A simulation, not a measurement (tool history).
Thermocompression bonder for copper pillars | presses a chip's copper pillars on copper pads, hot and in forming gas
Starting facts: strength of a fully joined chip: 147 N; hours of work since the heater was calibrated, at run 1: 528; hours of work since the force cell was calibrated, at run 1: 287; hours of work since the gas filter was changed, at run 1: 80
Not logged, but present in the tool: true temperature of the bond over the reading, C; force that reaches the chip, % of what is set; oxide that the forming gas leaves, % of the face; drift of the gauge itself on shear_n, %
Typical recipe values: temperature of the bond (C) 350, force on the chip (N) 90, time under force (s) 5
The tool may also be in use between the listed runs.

| run | hour | temperature of the bond (C) | force on the chip (N) | time under force (s) | hours of work since the heater was calibrated | hours of work since the force cell was calibrated | hours of work since the gas filter was changed | force that shears a chip off (N) |
|---|---|---|---|---|---|---|---|---|
| 1 | 0.0 | 350 | 90 | 5 | 528 | 287 | 80 | 68.4 |
| 2 | 16.8 | 350 | 57 | 5 | 536 | 295 | 88 | 50.3 |
| 3 | 39.7 | 350 | 90 | 3 | 547 | 306 | 100 | 55.6 |
| 4 | 63.1 | 350 | 90 | 5 | 558 | 317 | 111 | 66.6 |
| 5 | 76.7 | 350 | 90 | 5 | 565 | 324 | 117 | 66.3 |
| 6 | 90.5 | 371 | 90 | 5 | 571 | 331 | 124 | 78.9 |
| 7 | 102.6 | 371 | 90 | 5 | 577 | 337 | 130 | 78.8 |
| 8 | 116.5 | 371 | 90 | 5 | 584 | 343 | 137 | 78.7 |
| 9 | 128.3 | 350 | 90 | 5 | 590 | 349 | 142 | 66.7 |
| 10 | 151.5 | 335 | 90 | 5 | 601 | 360 | 154 | 57.8 |
| 11 | 168.8 | 335 | 90 | 5 | 609 | 369 | 162 | 56.8 |
| 12 | 189.9 | 350 | 90 | 5 | 620 | 379 | 172 | 64.0 |
| 13 | 201.0 | 370 | 96 | 12 | 625 | 384 | 178 | 102.8 |
| 14 | 211.7 | 350 | 95 | 3 | 630 | 389 | 183 | 57.2 |
| 15 | 223.4 | 350 | 95 | 3 | 636 | 395 | 188 | 54.9 |
| 16 | 234.4 | 371 | 55 | 3 | 641 | 400 | 194 | 46.4 |
| 17 | 248.5 | 323 | 55 | 3 | 648 | 407 | 201 | 27.6 |
| 18 | 258.4 | 331 | 90 | 7 | 653 | 412 | 205 | 61.7 |
| 19 | 275.8 | 331 | 90 | 7 | 661 | 420 | 214 | 62.1 |
| 20 | 290.9 | 361 | 70 | 3 | 669 | 428 | 221 | 49.3 |
| 21 | 311.6 | 361 | 70 | 3 | 679 | 438 | 231 | 50.5 |
| 22 | 331.1 | 336 | 58 | 4 | 688 | 447 | 241 | 37.1 |
| 23 | 341.3 | 346 | 72 | 3 | 693 | 452 | 246 | 43.3 |
| 24 | 364.0 | 337 | 90 | 4 | 704 | 463 | 257 | 53.3 |

Run by run, hidden condition taken away, random variation retained:
| run | force that shears a chip off (N) |
|---|---|
| 1 | 68.6 |
| 2 | 50.4 |
| 3 | 55.9 |
| 4 | 67.3 |
| 5 | 67.1 |
| 6 | 80.3 |
| 7 | 80.3 |
| 8 | 80.3 |
| 9 | 68.0 |
| 10 | 58.8 |
| 11 | 58.0 |
| 12 | 65.7 |
| 13 | 106.4 |
| 14 | 58.7 |
| 15 | 56.5 |
| 16 | 47.8 |
| 17 | 28.3 |
| 18 | 63.7 |
| 19 | 64.3 |
| 20 | 51.2 |
| 21 | 52.6 |
| 22 | 38.6 |
| 23 | 45.1 |
| 24 | 55.7 |
